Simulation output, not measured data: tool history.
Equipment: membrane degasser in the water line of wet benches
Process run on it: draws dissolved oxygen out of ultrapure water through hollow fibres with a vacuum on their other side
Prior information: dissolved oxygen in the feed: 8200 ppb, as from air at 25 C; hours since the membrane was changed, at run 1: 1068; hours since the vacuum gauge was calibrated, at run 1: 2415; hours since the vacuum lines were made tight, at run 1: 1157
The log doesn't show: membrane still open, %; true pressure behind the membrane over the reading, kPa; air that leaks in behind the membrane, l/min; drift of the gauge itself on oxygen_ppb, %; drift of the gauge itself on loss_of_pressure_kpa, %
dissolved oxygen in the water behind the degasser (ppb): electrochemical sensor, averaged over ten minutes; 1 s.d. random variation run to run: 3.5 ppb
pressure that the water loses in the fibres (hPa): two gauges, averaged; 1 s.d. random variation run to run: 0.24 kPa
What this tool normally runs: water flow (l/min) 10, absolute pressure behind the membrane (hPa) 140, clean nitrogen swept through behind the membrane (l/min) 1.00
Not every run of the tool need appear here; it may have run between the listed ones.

| run | hour | water flow (l/min) | absolute pressure behind the membrane (hPa) | clean nitrogen swept through behind the membrane (l/min) | hours since the membrane was changed | hours since the vacuum gauge was calibrated | hours since the vacuum lines were made tight | dissolved oxygen in the water behind the degasser (ppb) | pressure that the water loses in the fibres (hPa) |
|---|---|---|---|---|---|---|---|---|---|
| 1 | 0.0 | 10 | 140 | 1.00 | 1068 | 2415 | 1157 | 361.4 | 644.2 |
| 2 | 37.9 | 10 | 221 | 1.00 | 1106 | 2453 | 1195 | 545.1 | 645.9 |
| 3 | 70.2 | 10 | 140 | 1.00 | 1138 | 2485 | 1227 | 363.1 | 644.0 |
| 4 | 124.6 | 10 | 130 | 1.00 | 1192 | 2540 | 1282 | 337.4 | 647.1 |
| 5 | 186.2 | 10 | 130 | 1.00 | 1254 | 2601 | 1343 | 340.7 | 641.4 |
| 6 | 234.2 | 10 | 130 | 1.00 | 1302 | 2649 | 1391 | 336.6 | 641.2 |
| 7 | 267.7 | 10 | 140 | 1.00 | 1335 | 2683 | 1425 | 358.2 | 645.1 |
| 8 | 306.7 | 13 | 140 | 1.00 | 1374 | 2722 | 1464 | 477.6 | 838.7 |
| 9 | 341.1 | 13 | 140 | 1.35 | 1409 | 2756 | 1498 | 401.4 | 833.2 |
| 10 | 404.2 | 7 | 140 | 1.35 | 1472 | 2819 | 1561 | 201.8 | 453.3 |
| 11 | 441.6 | 7 | 140 | 1.35 | 1509 | 2857 | 1598 | 200.1 | 448.3 |
| 12 | 498.8 | 10 | 107 | 1.00 | 1567 | 2914 | 1656 | 291.0 | 644.2 |
| 13 | 564.6 | 10 | 107 | 1.00 | 1632 | 2980 | 1722 | 288.7 | 647.0 |
| 14 | 625.8 | 10 | 107 | 1.00 | 1694 | 3041 | 1783 | 290.1 | 648.5 |
| 15 | 671.8 | 6 | 138 | 1.00 | 1740 | 3087 | 1829 | 205.2 | 392.7 |
| 16 | 704.3 | 6 | 277 | 0.64 | 1772 | 3119 | 1861 | 580.3 | 389.1 |
| 17 | 750.1 | 6 | 277 | 0.64 | 1818 | 3165 | 1907 | 577.1 | 386.8 |
| 18 | 798.9 | 9 | 265 | 2.36 | 1867 | 3214 | 1956 | 314.9 | 582.9 |
| 19 | 850.5 | 7 | 140 | 2.21 | 1918 | 3266 | 2007 | 153.2 | 452.6 |
| 20 | 897.8 | 15 | 105 | 1.68 | 1966 | 3313 | 2055 | 353.2 | 972.6 |
| 21 | 949.1 | 10 | 167 | 2.83 | 2017 | 3364 | 2106 | 230.1 | 643.9 |
| 22 | 1007.4 | 7 | 158 | 2.74 | 2075 | 3422 | 2164 | 145.1 | 452.0 |
| 23 | 1053.1 | 7 | 86 | 2.46 | 2121 | 3468 | 2210 | 102.9 | 451.2 |
|  | 1066.3 | vacuum gauge calibrated |
| 24 | 1087.8 | 7 | 289 | 1.77 | 2155 | 21 | 2244 | 308.6 | 453.8 |
| 25 | 1124.9 | 13 | 289 | 1.22 | 2192 | 59 | 2281 | 745.6 | 840.5 |
| 26 | 1186.0 | 9 | 117 | 1.25 | 2253 | 120 | 2342 | 245.4 | 581.1 |
| 27 | 1222.6 | 6 | 188 | 0.56 | 2290 | 156 | 2379 | 429.6 | 389.7 |

Pick out some run-to-run changes in dissolved oxygen in the water behind the degasser (ppb). Of each, how much would a tool without hidden state show as well, from the settings, what came in and chance, and how much is left for the hidden state and any gauge scatter not in both results compared?
Run 15 -> 16: absolute pressure behind the membrane (hPa) 138 -> 277, clean nitrogen swept through behind the membrane (l/min) 1.00 -> 0.64. dissolved oxygen in the water behind the degasser (ppb) +375.1: hidden state +10.9, all else +364.2.
Run 17 -> 18: water flow (l/min) 6 -> 9, absolute pressure behind the membrane (hPa) 277 -> 265, clean nitrogen swept through behind the membrane (l/min) 0.64 -> 2.36. dissolved oxygen in the water behind the degasser (ppb) -262.2: hidden state -9.8, all else -252.4.
Run 24 -> 25: water flow (l/min) 7 -> 13, clean nitrogen swept through behind the membrane (l/min) 1.77 -> 1.22. dissolved oxygen in the water behind the degasser (ppb) +437.0: hidden state +5.3, all else +431.7.
Run 25 -> 26: water flow (l/min) 13 -> 9, absolute pressure behind the membrane (hPa) 289 -> 117, clean nitrogen swept through behind the membrane (l/min) 1.22 -> 1.25. dissolved oxygen in the water behind the degasser (ppb) -500.2: hidden state -6.7, all else -493.5.
